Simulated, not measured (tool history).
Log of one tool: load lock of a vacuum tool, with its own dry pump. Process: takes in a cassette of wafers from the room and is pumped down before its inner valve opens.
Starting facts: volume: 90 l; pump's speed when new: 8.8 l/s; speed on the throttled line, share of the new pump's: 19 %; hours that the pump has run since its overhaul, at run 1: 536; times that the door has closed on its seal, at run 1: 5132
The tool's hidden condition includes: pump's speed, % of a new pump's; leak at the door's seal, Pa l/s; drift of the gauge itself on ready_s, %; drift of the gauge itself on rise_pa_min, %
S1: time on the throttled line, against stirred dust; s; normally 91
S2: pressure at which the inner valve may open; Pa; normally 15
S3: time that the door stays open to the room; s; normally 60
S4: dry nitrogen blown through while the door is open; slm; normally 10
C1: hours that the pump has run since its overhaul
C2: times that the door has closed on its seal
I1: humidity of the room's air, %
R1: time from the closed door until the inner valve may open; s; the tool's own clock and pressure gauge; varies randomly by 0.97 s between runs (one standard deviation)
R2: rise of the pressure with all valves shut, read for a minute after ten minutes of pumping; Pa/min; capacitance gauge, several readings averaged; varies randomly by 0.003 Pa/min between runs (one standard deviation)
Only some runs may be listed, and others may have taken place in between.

Run 1, hour 0: usual settings; C1 536; C2 5132; I1 46.1. Result: R1 163.6 s, R2 0.037 Pa/min.
Run 2, hour 188.7: usual settings; C1 724; C2 5332; I1 41.4. Result: R1 162.9 s, R2 0.037 Pa/min.
Run 3, hour 301.5: usual settings but S2 18 Pa; C1 837; C2 5451; I1 43.3. Result: R1 162.4 s, R2 0.038 Pa/min.
Run 4, hour 495.9: usual settings but S2 18 Pa; C1 1032; C2 5657; I1 45.2. Result: R1 163 s, R2 0.041 Pa/min.
Run 5, hour 675.4: usual settings but S2 18 Pa; C1 1211; C2 5847; I1 47. Result: R1 162.5 s, R2 0.036 Pa/min.
Run 6, hour 771.3: usual settings but S2 18 Pa; C1 1307; C2 5948; I1 48.6. Result: R1 161.8 s, R2 0.036 Pa/min.
Run 7, hour 927.1: usual settings but S2 18 Pa; C1 1463; C2 6113; I1 44.6. Result: R1 164 s, R2 0.039 Pa/min.
Run 8, hour 1012: usual settings but S2 18 Pa; C1 1548; C2 6203; I1 43.9. Result: R1 163.4 s, R2 0.035 Pa/min.
Run 9, hour 1147.1: usual settings but S2 18 Pa; C1 1683; C2 6346; I1 42.1. Result: R1 163.9 s, R2 0.034 Pa/min.
Run 10, hour 1302.4: usual settings; C1 1838; C2 6511; I1 49.9. Result: R1 164.3 s, R2 0.041 Pa/min.
Run 11, hour 1441.6: usual settings but S4 4 slm; C1 1977; C2 6658; I1 43.8. Result: R1 164.1 s, R2 0.046 Pa/min.
Run 12, hour 1621.4: usual settings but S4 32 slm; C1 2157; C2 6849; I1 46.3. Result: R1 165 s, R2 0.029 Pa/min.
Run 13, hour 1821: usual settings but S1 55 s; C1 2357; C2 7060; I1 45.4. Result: R1 136.5 s, R2 0.04 Pa/min.
Run 14, hour 1989.5: usual settings but S1 55 s; C1 2525; C2 7238; I1 47.3. Result: R1 137.1 s, R2 0.048 Pa/min.
Run 15, hour 2153.7: usual settings but S1 68 s, S2 25 Pa, S4 28 slm; C1 2689; C2 7412; I1 43.6. Result: R1 142 s, R2 0.032 Pa/min.
Run 16, hour 2329.3: usual settings but S1 68 s, S2 25 Pa, S3 36 s, S4 6 slm; C1 2865; C2 7598; I1 45.9. Result: R1 142 s, R2 0.042 Pa/min.
Run 17, hour 2443.6: usual settings but S2 16 Pa, S4 15 slm; C1 2979; C2 7719; I1 48. Result: R1 164.6 s, R2 0.032 Pa/min.
Run 18, hour 2595.5: usual settings but S2 16 Pa, S4 15 slm; C1 3131; C2 7880; I1 46.8. Result: R1 164.8 s, R2 0.037 Pa/min.
Run 19, hour 2681.4: usual settings but S1 140 s, S2 19 Pa, S3 147 s, S4 12 slm; C1 3217; C2 7971; I1 42.3. Result: R1 203.3 s, R2 0.062 Pa/min.

Predict each of these 5 candidate next runs independently; none follows another, all start after run 19:
Run A, hour 2872.8: usual settings but S1 140 s, S2 12 Pa, S3 147 s, S4 22 slm; C1 3409; C2 8173; I1 47.4. Result: R1 ?, R2 ?.
Run B, hour 2872.8: usual settings but S2 11 Pa, S3 121 s; C1 3409; C2 8173; I1 44.5. Result: R1 ?, R2 ?.
Run C, hour 2872.8: usual settings but S1 49 s; C1 3409; C2 8173; I1 43.8. Result: R1 ?, R2 ?.
Run D, hour 2872.8: usual settings but S1 97 s, S2 23 Pa, S3 32 s, S4 12 slm; C1 3409; C2 8173; I1 42.2. Result: R1 ?, R2 ?.
Run E, hour 2872.8: usual settings but S1 134 s, S2 17 Pa, S4 32 slm; C1 3409; C2 8173; I1 45. Result: R1 ?, R2 ?.

run     R1     R2
  A  212.1  0.056
  B  168.7  0.059
  C  132.5  0.038
  D    167  0.037
  E  199.3  0.039
Had the tool no hidden state, the same runs would have come out as:
run     R1     R2
  A  210.1  0.037
  B  166.4  0.041
  C  130.1   0.02
  D    165  0.019
  E  197.4  0.021
